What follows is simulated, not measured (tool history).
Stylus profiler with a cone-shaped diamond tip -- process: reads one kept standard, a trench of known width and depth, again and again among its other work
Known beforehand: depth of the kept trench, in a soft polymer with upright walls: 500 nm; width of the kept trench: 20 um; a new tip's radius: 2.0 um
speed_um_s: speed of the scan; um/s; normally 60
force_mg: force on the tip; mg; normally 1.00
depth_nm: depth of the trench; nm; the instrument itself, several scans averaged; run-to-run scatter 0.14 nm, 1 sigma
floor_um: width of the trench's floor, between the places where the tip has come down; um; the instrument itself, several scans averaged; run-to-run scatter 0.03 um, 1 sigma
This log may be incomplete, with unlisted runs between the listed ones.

{"run": 1, "hour": 0.0, "speed_um_s": 60, "force_mg": 1.0, "depth_nm": 502.16, "floor_um": 16.96}
{"run": 2, "hour": 14.6, "speed_um_s": 60, "force_mg": 1.0, "depth_nm": 501.9, "floor_um": 16.95}
{"run": 3, "hour": 23.3, "speed_um_s": 60, "force_mg": 1.0, "depth_nm": 502.01, "floor_um": 17.01}
{"run": 4, "hour": 40.5, "speed_um_s": 124, "force_mg": 1.0, "depth_nm": 502.09, "floor_um": 16.56}
{"run": 5, "hour": 53.2, "speed_um_s": 124, "force_mg": 1.0, "depth_nm": 502.0, "floor_um": 16.59}
{"run": 6, "hour": 63.3, "speed_um_s": 124, "force_mg": 1.0, "depth_nm": 502.13, "floor_um": 16.58}
{"run": 7, "hour": 73.6, "speed_um_s": 16, "force_mg": 1.0, "depth_nm": 502.17, "floor_um": 17.24}
{"run": 8, "hour": 86.8, "speed_um_s": 16, "force_mg": 1.0, "depth_nm": 501.96, "floor_um": 17.23}
{"run": 9, "hour": 101.3, "speed_um_s": 16, "force_mg": 1.0, "depth_nm": 501.76, "floor_um": 17.22}
{"run": 10, "hour": 110.3, "speed_um_s": 16, "force_mg": 1.0, "depth_nm": 502.27, "floor_um": 17.26}
{"run": 11, "hour": 119.8, "speed_um_s": 60, "force_mg": 1.0, "depth_nm": 502.15, "floor_um": 17.0}
{"run": 12, "hour": 135.3, "speed_um_s": 60, "force_mg": 1.0, "depth_nm": 502.03, "floor_um": 16.97}
{"run": 13, "hour": 151.7, "speed_um_s": 60, "force_mg": 1.0, "depth_nm": 501.78, "floor_um": 16.96}
{"run": 14, "hour": 159.8, "speed_um_s": 60, "force_mg": 1.3, "depth_nm": 502.61, "floor_um": 17.03}
{"run": 15, "hour": 172.2, "speed_um_s": 60, "force_mg": 1.3, "depth_nm": 502.59, "floor_um": 17.02}
{"run": 16, "hour": 187.7, "speed_um_s": 60, "force_mg": 1.0, "depth_nm": 502.0, "floor_um": 16.99}
{"run": 17, "hour": 199.6, "speed_um_s": 60, "force_mg": 1.0, "depth_nm": 502.02, "floor_um": 16.9}
{"run": 18, "hour": 211.5, "speed_um_s": 189, "force_mg": 1.0, "depth_nm": 502.27, "floor_um": 16.15}
{"run": 19, "hour": 218.8, "speed_um_s": 60, "force_mg": 1.0, "depth_nm": 502.03, "floor_um": 16.96}
{"run": 20, "hour": 233.3, "speed_um_s": 89, "force_mg": 0.83, "depth_nm": 501.81, "floor_um": 16.72}
{"run": 21, "hour": 247.3, "speed_um_s": 89, "force_mg": 0.83, "depth_nm": 501.69, "floor_um": 16.69}
{"run": 22, "hour": 255.9, "speed_um_s": 233, "force_mg": 2.35, "depth_nm": 503.71, "floor_um": 16.38}
{"run": 23, "hour": 266.5, "speed_um_s": 233, "force_mg": 2.35, "depth_nm": 503.82, "floor_um": 16.39}
{"run": 24, "hour": 282.9, "speed_um_s": 19, "force_mg": 1.04, "depth_nm": 502.05, "floor_um": 17.2}
{"run": 25, "hour": 293.5, "speed_um_s": 19, "force_mg": 1.04, "depth_nm": 502.2, "floor_um": 17.21}
{"run": 26, "hour": 303.8, "speed_um_s": 35, "force_mg": 1.56, "depth_nm": 502.57, "floor_um": 17.18}
{"run": 27, "hour": 318.4, "speed_um_s": 19, "force_mg": 1.56, "depth_nm": 502.56, "floor_um": 17.21}
{"run": 28, "hour": 333.5, "speed_um_s": 27, "force_mg": 2.74, "depth_nm": 503.95, "floor_um": 17.25}
{"run": 29, "hour": 342.4, "speed_um_s": 19, "force_mg": 1.0, "depth_nm": 502.34, "floor_um": 17.22}
{"run": 30, "hour": 354.9, "speed_um_s": 15, "force_mg": 0.59, "depth_nm": 501.63, "floor_um": 17.23}
{"run": 31, "hour": 367.5, "speed_um_s": 164, "force_mg": 0.46, "depth_nm": 501.25, "floor_um": 15.79}
{"run": 32, "hour": 380.9, "speed_um_s": 139, "force_mg": 2.85, "depth_nm": 504.38, "floor_um": 16.83}
{"run": 33, "hour": 392.7, "speed_um_s": 224, "force_mg": 2.81, "depth_nm": 504.1, "floor_um": 16.49}
{"run": 34, "hour": 403.2, "speed_um_s": 224, "force_mg": 2.97, "depth_nm": 504.32, "floor_um": 16.5}
{"run": 35, "hour": 412.5, "speed_um_s": 129, "force_mg": 0.66, "depth_nm": 501.44, "floor_um": 16.37}
{"run": 36, "hour": 422.4, "speed_um_s": 166, "force_mg": 1.29, "depth_nm": 502.56, "floor_um": 16.44}
{"run": 37, "hour": 435.0, "speed_um_s": 166, "force_mg": 1.29, "depth_nm": 502.38, "floor_um": 16.45}
{"run": 38, "hour": 451.3, "speed_um_s": 94, "force_mg": 1.15, "depth_nm": 502.2, "floor_um": 16.78}

4 options for the next run, each taken on its own from the tool as it stands now. Forecast them:
{"run": "A", "hour": 464.2, "speed_um_s": 235, "force_mg": 1.94, "depth_nm": "?", "floor_um": "?"}
{"run": "B", "hour": 464.2, "speed_um_s": 180, "force_mg": 1.14, "depth_nm": "?", "floor_um": "?"}
{"run": "C", "hour": 464.2, "speed_um_s": 29, "force_mg": 0.72, "depth_nm": "?", "floor_um": "?"}
{"run": "D", "hour": 464.2, "speed_um_s": 16, "force_mg": 1.84, "depth_nm": "?", "floor_um": "?"}

run=A depth_nm=503.39 floor_um=16.28
run=B depth_nm=502.28 floor_um=16.27
run=C depth_nm=501.70 floor_um=17.09
run=D depth_nm=503.19 floor_um=17.24
Without the tool's hidden state the same runs would have given:
run=A depth_nm=503.42 floor_um=16.29
run=B depth_nm=502.31 floor_um=16.28
run=C depth_nm=501.72 floor_um=17.10
run=D depth_nm=503.21 floor_um=17.25
